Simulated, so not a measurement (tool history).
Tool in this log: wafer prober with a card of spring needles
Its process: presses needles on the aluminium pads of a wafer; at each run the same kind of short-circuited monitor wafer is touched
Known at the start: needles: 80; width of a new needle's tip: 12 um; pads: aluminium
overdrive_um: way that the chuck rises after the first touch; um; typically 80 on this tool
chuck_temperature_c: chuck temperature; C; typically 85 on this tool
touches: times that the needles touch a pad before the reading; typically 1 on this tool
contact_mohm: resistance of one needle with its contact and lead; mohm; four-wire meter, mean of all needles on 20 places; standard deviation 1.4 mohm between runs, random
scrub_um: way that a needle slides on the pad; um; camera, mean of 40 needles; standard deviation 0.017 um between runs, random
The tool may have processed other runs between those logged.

run   hour  overdrive_um  chuck_temperature_c  touches  contact_mohm  scrub_um
  1    0.0            80                   85        1           272     19.10
       6.2  -- tips cleaned on abrasive film
      19.5  -- tips cleaned on abrasive film
  2   20.3            80                   30        1           256     19.07
      34.5  -- tips cleaned on abrasive film
  3   38.7            80                   30        1           258     19.09
      47.6  -- tips cleaned on abrasive film
  4   59.5            80                   30        1           259     19.08
      61.0  -- tips cleaned on abrasive film
      76.4  -- tips cleaned on abrasive film
  5   78.5            80                   30        1           257     19.10
      89.6  -- tips cleaned on abrasive film
  6   92.2            80                   30        1           256     19.09
     103.0  -- tips cleaned on abrasive film
  7  112.6            80                   30        1           256     19.08
     115.9  -- tips cleaned on abrasive film
     130.1  -- tips cleaned on abrasive film
  8  138.4            80                   30        1           257     19.11
     144.1  -- tips cleaned on abrasive film
     146.8  -- height of the first contact set anew
     159.9  -- tips cleaned on abrasive film
  9  169.9            80                   30        1           258     19.09
     174.3  -- tips cleaned on abrasive film
 10  183.3            62                   30        1           259     14.80
     188.0  -- tips cleaned on abrasive film
 11  199.9            62                   30        1           260     14.78
     201.7  -- tips cleaned on abrasive film
     215.6  -- tips cleaned on abrasive film
     229.2  -- tips cleaned on abrasive film
 12  229.2           100                   30        1           256     23.85
     242.9  -- tips cleaned on abrasive film
 13  252.9           100                   30        1           255     23.89
     257.7  -- tips cleaned on abrasive film
     271.7  -- tips cleaned on abrasive film
 14  283.7           100                   30        1           258     23.89
     285.7  -- tips cleaned on abrasive film
     299.8  -- tips cleaned on abrasive film
 15  299.8           100                   30        1           256     23.87

Run 16, settings as shown, results not yet in. Your forecast:
     314.1  -- tips cleaned on abrasive film
 16  323.7           100                   30        1             ?         ?

contact_mohm: 256 mohm
scrub_um: 23.82 um
The same run, on a tool lacking any hidden state, would have yielded contact_mohm 255 mohm, scrub_um 23.83 um.
